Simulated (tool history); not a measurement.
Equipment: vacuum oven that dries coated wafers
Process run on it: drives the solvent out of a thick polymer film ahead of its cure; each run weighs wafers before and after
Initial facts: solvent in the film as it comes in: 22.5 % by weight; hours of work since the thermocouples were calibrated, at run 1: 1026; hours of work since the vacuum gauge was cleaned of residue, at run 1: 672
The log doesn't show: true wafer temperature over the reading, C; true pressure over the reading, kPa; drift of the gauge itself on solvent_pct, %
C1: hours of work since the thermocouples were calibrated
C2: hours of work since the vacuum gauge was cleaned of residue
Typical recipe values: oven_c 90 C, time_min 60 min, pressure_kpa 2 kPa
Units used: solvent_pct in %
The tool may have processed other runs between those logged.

{"run": 1, "hour": 0.0, "oven_c": 90, "time_min": 60, "pressure_kpa": 2, "C1": 1026, "C2": 672, "solvent_pct": 1.14}
{"run": 2, "hour": 35.6, "oven_c": 90, "time_min": 60, "pressure_kpa": 1.36, "C1": 1049, "C2": 695, "solvent_pct": 1}
{"run": 3, "hour": 64.6, "oven_c": 90, "time_min": 60, "pressure_kpa": 1.05, "C1": 1068, "C2": 714, "solvent_pct": 0.94}
{"run": 4, "hour": 102.8, "oven_c": 90, "time_min": 60, "pressure_kpa": 1.05, "C1": 1093, "C2": 739, "solvent_pct": 0.94}
{"run": 5, "hour": 129.8, "oven_c": 90, "time_min": 60, "pressure_kpa": 2, "C1": 1110, "C2": 757, "solvent_pct": 1.15}
{"run": 6, "hour": 161.0, "oven_c": 90, "time_min": 60, "pressure_kpa": 2, "C1": 1131, "C2": 777, "solvent_pct": 1.13}
{"run": 7, "hour": 197.7, "oven_c": 90, "time_min": 60, "pressure_kpa": 2, "C1": 1155, "C2": 801, "solvent_pct": 1.09}
{"run": 8, "hour": 230.4, "oven_c": 90, "time_min": 60, "pressure_kpa": 2, "C1": 1176, "C2": 822, "solvent_pct": 1.12}
{"run": 9, "hour": 255.8, "oven_c": 101, "time_min": 60, "pressure_kpa": 2, "C1": 1192, "C2": 839, "solvent_pct": 0.32}
{"run": 10, "hour": 273.3, "oven_c": 101, "time_min": 60, "pressure_kpa": 2, "C1": 1204, "C2": 850, "solvent_pct": 0.36}
{"run": 11, "hour": 296.6, "oven_c": 101, "time_min": 60, "pressure_kpa": 2, "C1": 1219, "C2": 865, "solvent_pct": 0.39}
{"run": 12, "hour": 336.7, "oven_c": 101, "time_min": 60, "pressure_kpa": 2, "C1": 1245, "C2": 891, "solvent_pct": 0.35}
{"run": 13, "hour": 374.5, "oven_c": 101, "time_min": 60, "pressure_kpa": 2, "C1": 1270, "C2": 916, "solvent_pct": 0.37}
{"run": 14, "hour": 401.2, "oven_c": 91, "time_min": 62, "pressure_kpa": 2.34, "C1": 1287, "C2": 933, "solvent_pct": 0.99}
{"run": 15, "hour": 424.9, "oven_c": 92, "time_min": 104, "pressure_kpa": 1.29, "C1": 1302, "C2": 949, "solvent_pct": 0.32}
{"run": 16, "hour": 454.4, "oven_c": 92, "time_min": 52, "pressure_kpa": 1.12, "C1": 1322, "C2": 968, "solvent_pct": 0.92}
{"hour": 458.4, "done": "oven's thermocouples calibrated"}
{"run": 17, "hour": 473.8, "oven_c": 103, "time_min": 72, "pressure_kpa": 7.79, "C1": 10, "C2": 979, "solvent_pct": 1.23}
{"run": 18, "hour": 514.0, "oven_c": 103, "time_min": 72, "pressure_kpa": 7.79, "C1": 36, "C2": 1005, "solvent_pct": 1.28}
{"run": 19, "hour": 532.7, "oven_c": 90, "time_min": 84, "pressure_kpa": 2, "C1": 48, "C2": 1017, "solvent_pct": 0.8}

Predict each of these 5 candidate next runs independently; none follows another, all start after run 19:
{"run": "A", "hour": 561.1, "oven_c": 94, "time_min": 59, "pressure_kpa": 4.66, "C1": 67, "C2": 1036, "solvent_pct": "?"}
{"run": "B", "hour": 561.1, "oven_c": 77, "time_min": 34, "pressure_kpa": 2, "C1": 67, "C2": 1036, "solvent_pct": "?"}
{"run": "C", "hour": 561.1, "oven_c": 98, "time_min": 42, "pressure_kpa": 1.69, "C1": 67, "C2": 1036, "solvent_pct": "?"}
{"run": "D", "hour": 561.1, "oven_c": 90, "time_min": 60, "pressure_kpa": 2.97, "C1": 67, "C2": 1036, "solvent_pct": "?"}
{"run": "E", "hour": 561.1, "oven_c": 90, "time_min": 60, "pressure_kpa": 1.33, "C1": 67, "C2": 1036, "solvent_pct": "?"}

run=A solvent_pct=1.43
run=B solvent_pct=9.15
run=C solvent_pct=0.84
run=D solvent_pct=1.6
run=E solvent_pct=1.17
Without the tool's hidden state the same runs would have given:
run=A solvent_pct=1.46
run=B solvent_pct=9.28
run=C solvent_pct=0.87
run=D solvent_pct=1.65
run=E solvent_pct=1.21

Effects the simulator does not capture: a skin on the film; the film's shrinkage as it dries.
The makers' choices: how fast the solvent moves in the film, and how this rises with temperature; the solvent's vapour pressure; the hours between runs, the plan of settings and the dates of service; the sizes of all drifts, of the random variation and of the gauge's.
